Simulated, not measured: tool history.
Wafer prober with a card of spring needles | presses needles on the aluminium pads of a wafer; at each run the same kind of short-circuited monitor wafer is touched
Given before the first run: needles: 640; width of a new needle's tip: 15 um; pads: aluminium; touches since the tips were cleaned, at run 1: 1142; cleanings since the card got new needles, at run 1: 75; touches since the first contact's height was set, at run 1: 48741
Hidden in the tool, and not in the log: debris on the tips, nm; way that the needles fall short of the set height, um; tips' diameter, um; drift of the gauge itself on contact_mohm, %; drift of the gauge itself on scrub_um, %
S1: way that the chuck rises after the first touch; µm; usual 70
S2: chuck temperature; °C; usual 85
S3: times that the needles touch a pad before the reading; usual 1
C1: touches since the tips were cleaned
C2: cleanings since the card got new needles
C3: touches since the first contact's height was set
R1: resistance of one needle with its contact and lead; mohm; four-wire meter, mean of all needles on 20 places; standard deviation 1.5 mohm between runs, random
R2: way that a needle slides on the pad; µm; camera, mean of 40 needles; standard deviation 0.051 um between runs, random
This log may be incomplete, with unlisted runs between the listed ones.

run 1 hour=0.0 | S1=70 S2=85 S3=1 | C1=1142 C2=75 C3=48741 | R1=225 R2=11.69
-- hour=4.7 tips cleaned on abrasive film
-- hour=13.9 tips cleaned on abrasive film
-- hour=25.4 tips cleaned on abrasive film
-- hour=36.8 tips cleaned on abrasive film
-- hour=48.3 tips cleaned on abrasive film
run 2 hour=50.9 | S1=70 S2=33 S3=1 | C1=514 C2=80 C3=58774 | R1=213 R2=11.56
-- hour=57.9 tips cleaned on abrasive film
-- hour=67.1 tips cleaned on abrasive film
-- hour=78.6 tips cleaned on abrasive film
-- hour=87.8 tips cleaned on abrasive film
run 3 hour=96.0 | S1=70 S2=85 S3=1 | C1=1630 C2=84 C3=67658 | R1=229 R2=11.44
-- hour=98.3 tips cleaned on abrasive film
-- hour=109.8 tips cleaned on abrasive film
-- hour=119.0 tips cleaned on abrasive film
-- hour=130.5 tips cleaned on abrasive film
run 4 hour=136.8 | S1=70 S2=85 S3=1 | C1=1253 C2=88 C3=75712 | R1=226 R2=11.42
-- hour=141.5 tips cleaned on abrasive film
-- hour=153.0 tips cleaned on abrasive film
-- hour=164.5 tips cleaned on abrasive film
-- hour=176.0 tips cleaned on abrasive film
-- hour=187.5 tips cleaned on abrasive film
-- hour=198.9 tips cleaned on abrasive film
run 5 hour=206.0 | S1=70 S2=77 S3=1 | C1=1411 C2=94 C3=89362 | R1=228 R2=11.36
-- hour=208.4 tips cleaned on abrasive film
-- hour=219.9 tips cleaned on abrasive film
-- hour=231.4 tips cleaned on abrasive film
-- hour=242.9 tips cleaned on abrasive film
-- hour=254.4 tips cleaned on abrasive film
-- hour=265.9 tips cleaned on abrasive film
-- hour=277.3 tips cleaned on abrasive film
run 6 hour=278.5 | S1=70 S2=77 S3=1 | C1=222 C2=101 C3=103635 | R1=221 R2=11.16
-- hour=287.7 tips cleaned on abrasive film
-- hour=296.9 tips cleaned on abrasive film
-- hour=308.4 tips cleaned on abrasive film
-- hour=319.9 tips cleaned on abrasive film
-- hour=331.4 tips cleaned on abrasive film
run 7 hour=331.6 | S1=70 S2=85 S3=1 | C1=44 C2=106 C3=114105 | R1=222 R2=11.05
-- hour=340.8 tips cleaned on abrasive film
-- hour=352.3 tips cleaned on abrasive film
-- hour=354.9 height of the first contact set anew
-- hour=364.1 tips cleaned on abrasive film
-- hour=375.6 tips cleaned on abrasive film
-- hour=384.8 tips cleaned on abrasive film
-- hour=396.3 tips cleaned on abrasive film
-- hour=407.8 tips cleaned on abrasive film
-- hour=417.0 tips cleaned on abrasive film
run 8 hour=420.0 | S1=70 S2=85 S3=1 | C1=612 C2=114 C3=12852 | R1=224 R2=11.96
-- hour=427.0 tips cleaned on abrasive film
-- hour=436.2 tips cleaned on abrasive film
-- hour=447.7 tips cleaned on abrasive film
-- hour=459.2 tips cleaned on abrasive film
-- hour=470.7 tips cleaned on abrasive film
-- hour=482.2 tips cleaned on abrasive film
run 9 hour=490.5 | S1=70 S2=103 S3=1 | C1=1663 C2=120 C3=26754 | R1=233 R2=11.84
-- hour=492.9 tips cleaned on abrasive film
-- hour=502.1 tips cleaned on abrasive film
-- hour=513.6 tips cleaned on abrasive film
-- hour=522.8 tips cleaned on abrasive film
-- hour=534.3 tips cleaned on abrasive film
-- hour=545.8 tips cleaned on abrasive film
-- hour=557.3 tips cleaned on abrasive film
-- hour=566.5 tips cleaned on abrasive film
-- hour=578.0 tips cleaned on abrasive film
run 10 hour=581.6 | S1=70 S2=103 S3=1 | C1=714 C2=129 C3=44695 | R1=232 R2=11.69
-- hour=588.5 tips cleaned on abrasive film
-- hour=600.0 tips cleaned on abrasive film
-- hour=609.2 tips cleaned on abrasive film
-- hour=620.7 tips cleaned on abrasive film
-- hour=632.2 tips cleaned on abrasive film
-- hour=643.7 tips cleaned on abrasive film
run 11 hour=651.1 | S1=70 S2=85 S3=1 | C1=1478 C2=135 C3=58413 | R1=231 R2=11.49
-- hour=653.5 tips cleaned on abrasive film
-- hour=662.7 tips cleaned on abrasive film
-- hour=674.2 tips cleaned on abrasive film
-- hour=685.7 tips cleaned on abrasive film
-- hour=695.4 tips cleaned on abrasive film
run 12 hour=695.4 | S1=70 S2=85 S3=1 | C1=0 C2=140 C3=67126 | R1=221 R2=11.51
-- hour=706.9 tips cleaned on abrasive film
-- hour=716.1 tips cleaned on abrasive film
-- hour=727.6 tips cleaned on abrasive film
-- hour=739.1 tips cleaned on abrasive film
-- hour=748.3 tips cleaned on abrasive film
-- hour=759.8 tips cleaned on abrasive film
-- hour=771.3 tips cleaned on abrasive film
-- hour=782.8 tips cleaned on abrasive film
run 13 hour=786.3 | S1=64 S2=43 S3=1 | C1=705 C2=148 C3=85056 | R1=217 R2=10.29
-- hour=793.2 tips cleaned on abrasive film
-- hour=804.7 tips cleaned on abrasive film
-- hour=816.2 tips cleaned on abrasive film
-- hour=827.7 tips cleaned on abrasive film
-- hour=839.2 tips cleaned on abrasive film
-- hour=850.7 tips cleaned on abrasive film
-- hour=860.9 tips cleaned on abrasive film
run 14 hour=860.9 | S1=64 S2=46 S3=1 | C1=0 C2=155 C3=99762 | R1=216 R2=10.25
-- hour=872.4 tips cleaned on abrasive film
-- hour=881.6 tips cleaned on abrasive film
-- hour=893.1 tips cleaned on abrasive film
-- hour=904.6 tips cleaned on abrasive film
-- hour=916.1 tips cleaned on abrasive film
-- hour=927.6 tips cleaned on abrasive film
-- hour=936.8 tips cleaned on abrasive film
run 15 hour=938.7 | S1=75 S2=76 S3=1 | C1=389 C2=162 C3=115111 | R1=225 R2=12.01
-- hour=947.9 tips cleaned on abrasive film
-- hour=955.1 height of the first contact set anew
-- hour=959.7 tips cleaned on abrasive film
-- hour=971.2 tips cleaned on abrasive film
-- hour=982.7 tips cleaned on abrasive film
run 16 hour=984.8 | S1=64 S2=95 S3=2 | C1=412 C2=166 C3=5852 | R1=230 R2=10.88
-- hour=994.0 tips cleaned on abrasive film
-- hour=1003.2 tips cleaned on abrasive film
-- hour=1014.7 tips cleaned on abrasive film
-- hour=1026.2 tips cleaned on abrasive film
run 17 hour=1034.0 | S1=55 S2=33 S3=1 | C1=1545 C2=170 C3=15557 | R1=227 R2=9.29
-- hour=1036.3 tips cleaned on abrasive film
-- hour=1047.8 tips cleaned on abrasive film
-- hour=1059.3 tips cleaned on abrasive film
-- hour=1070.8 tips cleaned on abrasive film
-- hour=1082.3 tips cleaned on abrasive film
-- hour=1093.8 tips cleaned on abrasive film
run 18 hour=1097.0 | S1=55 S2=33 S3=1 | C1=646 C2=176 C3=27990 | R1=220 R2=9.22
-- hour=1104.0 tips cleaned on abrasive film
-- hour=1113.2 tips cleaned on abrasive film
-- hour=1124.7 tips cleaned on abrasive film
-- hour=1133.9 tips cleaned on abrasive film
-- hour=1145.4 tips cleaned on abrasive film
-- hour=1154.6 tips cleaned on abrasive film
-- hour=1166.1 tips cleaned on abrasive film
run 19 hour=1167.0 | S1=55 S2=33 S3=1 | C1=188 C2=183 C3=41778 | R1=217 R2=9.14
-- hour=1176.2 tips cleaned on abrasive film
-- hour=1187.7 tips cleaned on abrasive film
-- hour=1199.2 tips cleaned on abrasive film
-- hour=1210.7 tips cleaned on abrasive film
-- hour=1219.9 tips cleaned on abrasive film
-- hour=1231.4 tips cleaned on abrasive film
-- hour=1242.9 tips cleaned on abrasive film
run 20 hour=1251.1 | S1=70 S2=97 S3=1 | C1=1638 C2=190 C3=58376 | R1=238 R2=11.66
-- hour=1253.5 tips cleaned on abrasive film
-- hour=1265.0 tips cleaned on abrasive film
-- hour=1276.5 tips cleaned on abrasive film
-- hour=1288.0 tips cleaned on abrasive film
-- hour=1299.5 tips cleaned on abrasive film
-- hour=1311.0 tips cleaned on abrasive film
run 21 hour=1316.5 | S1=50 S2=97 S3=1 | C1=1107 C2=196 C3=71270 | R1=246 R2=8.08
-- hour=1321.2 tips cleaned on abrasive film
-- hour=1330.4 tips cleaned on abrasive film
-- hour=1341.9 tips cleaned on abrasive film
-- hour=1353.4 tips cleaned on abrasive film
run 22 hour=1360.9 | S1=86 S2=75 S3=1 | C1=1502 C2=200 C3=80025 | R1=226 R2=14.18

4 ways to go on from here, each from the tool as it stands after run 22. What would each give?
-- hour=1363.3 tips cleaned on abrasive film
-- hour=1374.8 tips cleaned on abrasive film
-- hour=1384.0 tips cleaned on abrasive film
-- hour=1395.5 tips cleaned on abrasive film
-- hour=1407.0 tips cleaned on abrasive film
-- hour=1418.5 tips cleaned on abrasive film
-- hour=1430.0 tips cleaned on abrasive film
-- hour=1439.5 tips cleaned on abrasive film
run A hour=1439.5 | S1=70 S2=42 S3=1 | C1=0 C2=208 C3=95493 | R1=? R2=?
-- hour=1363.3 tips cleaned on abrasive film
-- hour=1374.8 tips cleaned on abrasive film
-- hour=1384.0 tips cleaned on abrasive film
-- hour=1395.5 tips cleaned on abrasive film
-- hour=1407.0 tips cleaned on abrasive film
-- hour=1418.5 tips cleaned on abrasive film
-- hour=1430.0 tips cleaned on abrasive film
-- hour=1439.5 tips cleaned on abrasive film
run B hour=1439.5 | S1=86 S2=75 S3=2 | C1=0 C2=208 C3=95493 | R1=? R2=?
-- hour=1363.3 tips cleaned on abrasive film
-- hour=1374.8 tips cleaned on abrasive film
-- hour=1384.0 tips cleaned on abrasive film
-- hour=1395.5 tips cleaned on abrasive film
-- hour=1407.0 tips cleaned on abrasive film
-- hour=1418.5 tips cleaned on abrasive film
-- hour=1430.0 tips cleaned on abrasive film
-- hour=1439.5 tips cleaned on abrasive film
run C hour=1439.5 | S1=57 S2=45 S3=1 | C1=0 C2=208 C3=95493 | R1=? R2=?
-- hour=1363.3 tips cleaned on abrasive film
-- hour=1374.8 tips cleaned on abrasive film
-- hour=1384.0 tips cleaned on abrasive film
-- hour=1395.5 tips cleaned on abrasive film
-- hour=1407.0 tips cleaned on abrasive film
-- hour=1418.5 tips cleaned on abrasive film
-- hour=1430.0 tips cleaned on abrasive film
-- hour=1439.5 tips cleaned on abrasive film
run D hour=1439.5 | S1=56 S2=49 S3=2 | C1=0 C2=208 C3=95493 | R1=? R2=?

run=A R1=214 R2=11.34
run=B R1=218 R2=14.06
run=C R1=217 R2=9.04
run=D R1=219 R2=8.79
The same runs, with their run-to-run variation unchanged, on a tool lacking any hidden condition would have given:
run=A R1=209 R2=12.16
run=B R1=214 R2=14.88
run=C R1=210 R2=9.86
run=D R1=211 R2=9.61
